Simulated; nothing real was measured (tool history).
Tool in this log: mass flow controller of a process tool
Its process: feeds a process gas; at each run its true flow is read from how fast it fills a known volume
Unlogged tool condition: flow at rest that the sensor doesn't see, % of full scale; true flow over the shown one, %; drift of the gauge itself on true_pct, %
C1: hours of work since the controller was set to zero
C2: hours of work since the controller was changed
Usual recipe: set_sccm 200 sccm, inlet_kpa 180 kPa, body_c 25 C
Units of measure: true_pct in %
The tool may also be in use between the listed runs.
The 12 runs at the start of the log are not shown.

{"run": 13, "day": 27.296, "set_sccm": 79, "inlet_kpa": 180, "body_c": 25, "C1": 957, "C2": 957, "true_pct": 97.12}
{"run": 14, "day": 30.746, "set_sccm": 79, "inlet_kpa": 180, "body_c": 25, "C1": 989, "C2": 989, "true_pct": 97.03}
{"run": 15, "day": 32.862, "set_sccm": 79, "inlet_kpa": 180, "body_c": 25, "C1": 1008, "C2": 1008, "true_pct": 97.0}
{"run": 16, "day": 34.379, "set_sccm": 200, "inlet_kpa": 180, "body_c": 25, "C1": 1022, "C2": 1022, "true_pct": 98.46}
{"run": 17, "day": 36.604, "set_sccm": 200, "inlet_kpa": 180, "body_c": 25, "C1": 1042, "C2": 1042, "true_pct": 98.43}
{"run": 18, "day": 38.808, "set_sccm": 200, "inlet_kpa": 180, "body_c": 25, "C1": 1062, "C2": 1062, "true_pct": 98.43}
{"run": 19, "day": 40.729, "set_sccm": 200, "inlet_kpa": 180, "body_c": 25, "C1": 1080, "C2": 1080, "true_pct": 98.37}
{"run": 20, "day": 44.258, "set_sccm": 200, "inlet_kpa": 180, "body_c": 25, "C1": 1112, "C2": 1112, "true_pct": 98.51}
{"run": 21, "day": 47.638, "set_sccm": 200, "inlet_kpa": 231, "body_c": 25, "C1": 1143, "C2": 1143, "true_pct": 98.24}
{"run": 22, "day": 51.325, "set_sccm": 386, "inlet_kpa": 180, "body_c": 25, "C1": 1177, "C2": 1177, "true_pct": 99.84}
{"run": 23, "day": 52.908, "set_sccm": 386, "inlet_kpa": 180, "body_c": 25, "C1": 1192, "C2": 1192, "true_pct": 99.95}
{"run": 24, "day": 56.446, "set_sccm": 144, "inlet_kpa": 201, "body_c": 26, "C1": 1224, "C2": 1224, "true_pct": 97.7}
{"run": 25, "day": 59.071, "set_sccm": 219, "inlet_kpa": 266, "body_c": 26, "C1": 1248, "C2": 1248, "true_pct": 97.83}
{"run": 26, "day": 62.604, "set_sccm": 223, "inlet_kpa": 249, "body_c": 27, "C1": 1280, "C2": 1280, "true_pct": 97.97}
{"run": 27, "day": 65.333, "set_sccm": 63, "inlet_kpa": 180, "body_c": 25, "C1": 1305, "C2": 1305, "true_pct": 96.43}
{"run": 28, "day": 69.058, "set_sccm": 308, "inlet_kpa": 272, "body_c": 35, "C1": 1340, "C2": 1340, "true_pct": 97.75}
{"run": 29, "day": 70.875, "set_sccm": 53, "inlet_kpa": 273, "body_c": 25, "C1": 1356, "C2": 1356, "true_pct": 95.4}
{"run": 30, "day": 73.95, "set_sccm": 281, "inlet_kpa": 145, "body_c": 22, "C1": 1384, "C2": 1384, "true_pct": 99.68}
{"run": 31, "day": 75.646, "set_sccm": 216, "inlet_kpa": 164, "body_c": 29, "C1": 1400, "C2": 1400, "true_pct": 98.19}
{"run": 32, "day": 77.729, "set_sccm": 216, "inlet_kpa": 164, "body_c": 29, "C1": 1419, "C2": 1419, "true_pct": 98.41}

Forecast run 33:
{"run": 33, "day": 81.0, "set_sccm": 200, "inlet_kpa": 183, "body_c": 25, "C1": 1449, "C2": 1449, "true_pct": "?"}

Run 33 produced true_pct 98.41 %.
The same run, on a tool lacking any hidden state, would have yielded true_pct 98.13 %.
